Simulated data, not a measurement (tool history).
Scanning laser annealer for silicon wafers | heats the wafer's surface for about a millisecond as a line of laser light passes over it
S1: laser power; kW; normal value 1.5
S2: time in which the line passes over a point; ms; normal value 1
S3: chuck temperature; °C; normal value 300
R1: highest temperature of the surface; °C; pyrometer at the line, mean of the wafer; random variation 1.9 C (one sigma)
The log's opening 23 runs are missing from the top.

{"run": 24, "hour": 237.2, "S1": 1.278, "S2": 0.84, "S3": 300, "R1": 929}
{"run": 25, "hour": 249.5, "S1": 1.297, "S2": 0.92, "S3": 328, "R1": 995}
{"run": 26, "hour": 262.9, "S1": 1.5, "S2": 1, "S3": 309, "R1": 1138}
{"run": 27, "hour": 276.9, "S1": 1.285, "S2": 1, "S3": 334, "R1": 1020}
{"run": 28, "hour": 288.2, "S1": 1.629, "S2": 1.15, "S3": 300, "R1": 1278}
{"run": 29, "hour": 298.8, "S1": 1.629, "S2": 1.15, "S3": 300, "R1": 1280}
{"run": 30, "hour": 309.3, "S1": 1.476, "S2": 0.89, "S3": 338, "R1": 1107}
{"run": 31, "hour": 321.0, "S1": 1.365, "S2": 0.81, "S3": 331, "R1": 999}
{"run": 32, "hour": 333.7, "S1": 1.423, "S2": 1.01, "S3": 267, "R1": 1046}
{"run": 33, "hour": 344.3, "S1": 1.423, "S2": 1.2, "S3": 292, "R1": 1138}
{"run": 34, "hour": 351.1, "S1": 1.409, "S2": 1.25, "S3": 305, "R1": 1160}
{"run": 35, "hour": 363.6, "S1": 1.281, "S2": 0.96, "S3": 305, "R1": 974}
{"run": 36, "hour": 377.4, "S1": 1.281, "S2": 0.96, "S3": 336, "R1": 1009}
{"run": 37, "hour": 389.0, "S1": 1.281, "S2": 0.91, "S3": 319, "R1": 967}
{"run": 38, "hour": 402.4, "S1": 1.5, "S2": 0.89, "S3": 272, "R1": 1055}
{"run": 39, "hour": 416.3, "S1": 1.347, "S2": 1.1, "S3": 294, "R1": 1054}
{"run": 40, "hour": 424.7, "S1": 1.497, "S2": 0.94, "S3": 261, "R1": 1061}

Below are 3 alternative next runs, each starting from the tool's condition after run 40. Predict each:
{"run": "A", "hour": 435.2, "S1": 1.497, "S2": 0.92, "S3": 261, "R1": "?"}
{"run": "B", "hour": 435.2, "S1": 1.497, "S2": 0.81, "S3": 261, "R1": "?"}
{"run": "C", "hour": 435.2, "S1": 1.346, "S2": 1, "S3": 296, "R1": "?"}

run=A R1=1052
run=B R1=1006
run=C R1=1018
The same runs, with their run-to-run variation unchanged, on a tool lacking any hidden condition would have given:
run=A R1=1071
run=B R1=1023
run=C R1=1035

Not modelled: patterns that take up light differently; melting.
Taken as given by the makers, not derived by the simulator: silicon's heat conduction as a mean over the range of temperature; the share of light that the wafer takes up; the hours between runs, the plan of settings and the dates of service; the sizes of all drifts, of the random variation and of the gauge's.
